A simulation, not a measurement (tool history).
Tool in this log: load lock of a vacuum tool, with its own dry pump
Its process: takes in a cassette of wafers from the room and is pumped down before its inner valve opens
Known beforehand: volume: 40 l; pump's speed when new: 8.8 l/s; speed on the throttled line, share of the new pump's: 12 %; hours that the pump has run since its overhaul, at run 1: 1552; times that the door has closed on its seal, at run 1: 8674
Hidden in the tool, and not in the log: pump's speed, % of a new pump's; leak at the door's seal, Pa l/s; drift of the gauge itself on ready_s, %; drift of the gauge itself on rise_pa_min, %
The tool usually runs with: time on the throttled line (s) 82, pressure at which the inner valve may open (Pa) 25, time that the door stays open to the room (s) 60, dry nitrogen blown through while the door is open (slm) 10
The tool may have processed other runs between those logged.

run	hour	time on the throttled line (s)	pressure at which the inner valve may open (Pa)	time that the door stays open to the room (s)	dry nitrogen blown through while the door is open (slm)	hours that the pump has run since its overhaul	times that the door has closed on its seal	incoming humidity of the room's air, %	time from the closed door until the inner valve may open (s)	rise of the pressure with all valves shut (Pa/min)
1	0.0	82	25	60	10	1552	8674	46.4	111.3	0.026
2	166.4	82	25	60	10	1719	8959	45.9	110.8	0.028
3	265.2	82	25	60	10	1817	9128	42.9	110.8	0.024
4	388.5	82	25	60	10	1941	9340	42.7	109.5	0.027
5	554.0	142	25	60	10	2106	9623	46.5	164.7	0.028
6	674.9	142	25	60	10	2227	9831	42.5	163.7	0.022
7	821.7	142	25	60	10	2374	10082	46.8	163.6	0.028
8	938.7	82	25	205	10	2491	10283	43.8	110.0	0.043
9	1025.9	82	25	205	10	2578	10433	45.4	109.9	0.052
10	1181.6	82	25	205	10	2734	10699	48.6	110.2	0.050
11	1300.3	82	25	205	10	2853	10903	44.8	110.7	0.038
12	1448.1	82	25	205	10	3000	11156	43.7	110.8	0.044
13	1598.4	82	25	205	10	3151	11414	44.6	111.5	0.053
14	1692.1	82	25	205	10	3244	11575	43.3	111.2	0.045
15	1799.6	82	25	205	10	3352	11759	50.2	110.5	0.053
16	1898.0	82	42	205	10	3450	11928	43.7	107.2	0.049
17	2057.9	81	25	60	10	3610	12202	47.9	108.7	0.026
18	2223.8	81	25	60	10	3776	12486	48.2	110.5	0.023
19	2303.9	81	25	60	10	3856	12624	42.4	109.9	0.024
20	2468.9	81	25	60	10	4021	12907	44.9	109.6	0.024
21	2642.9	81	25	60	10	4195	13205	46.8	108.3	0.024
22	2751.7	93	25	60	10	4304	13391	46.2	119.0	0.024
23	2848.9	93	25	60	10	4401	13558	41.7	119.6	0.025
24	3025.2	82	25	46	10	4577	13860	45.3	111.8	0.019
25	3158.5	82	41	60	14	4711	14089	46.1	107.6	0.024
26	3281.5	82	41	60	14	4834	14300	43.9	108.2	0.022
27	3400.8	82	25	60	21	4953	14504	45.8	110.7	0.022
28	3540.3	82	25	60	16	5093	14744	43.6	110.4	0.018
29	3708.6	82	21	60	16	5261	15032	44.6	113.1	0.022
30	3885.2	82	19	60	6	5438	15335	45.2	110.1	0.032
31	3997.9	126	25	70	10	5550	15528	43.2	148.7	0.022
32	4173.9	126	25	70	10	5726	15830	43.7	148.6	0.028
33	4335.3	82	21	94	10	5888	16107	41.3	110.7	0.024
34	4512.6	82	21	94	10	6065	16411	45.5	111.7	0.029
35	4622.9	82	21	94	10	6175	16600	42.4	110.6	0.029
36	4782.4	82	21	94	10	6335	16873	47.6	109.3	0.032
37	4916.8	44	33	60	10	6469	17104	47.6	76.0	0.021

Consider 3 possible next runs. They are alternatives, not a sequence: every one starts from the tool as it was left by run 37. What does each give?
A	4994.9	54	25	56	33	6547	17237	44.8	?	?
B	4994.9	82	26	60	10	6547	17237	42.1	?	?
C	4994.9	82	25	86	12	6547	17237	43.5	?	?

run	time from the closed door until the inner valve may open (s)	rise of the pressure with all valves shut (Pa/min)
A	85.0	0.013
B	110.3	0.020
C	109.0	0.029
With the hidden condition removed and each run's random variation left untouched, the same runs would have given:
run	time from the closed door until the inner valve may open (s)	rise of the pressure with all valves shut (Pa/min)
A	85.0	0.012
B	110.3	0.019
C	109.0	0.028

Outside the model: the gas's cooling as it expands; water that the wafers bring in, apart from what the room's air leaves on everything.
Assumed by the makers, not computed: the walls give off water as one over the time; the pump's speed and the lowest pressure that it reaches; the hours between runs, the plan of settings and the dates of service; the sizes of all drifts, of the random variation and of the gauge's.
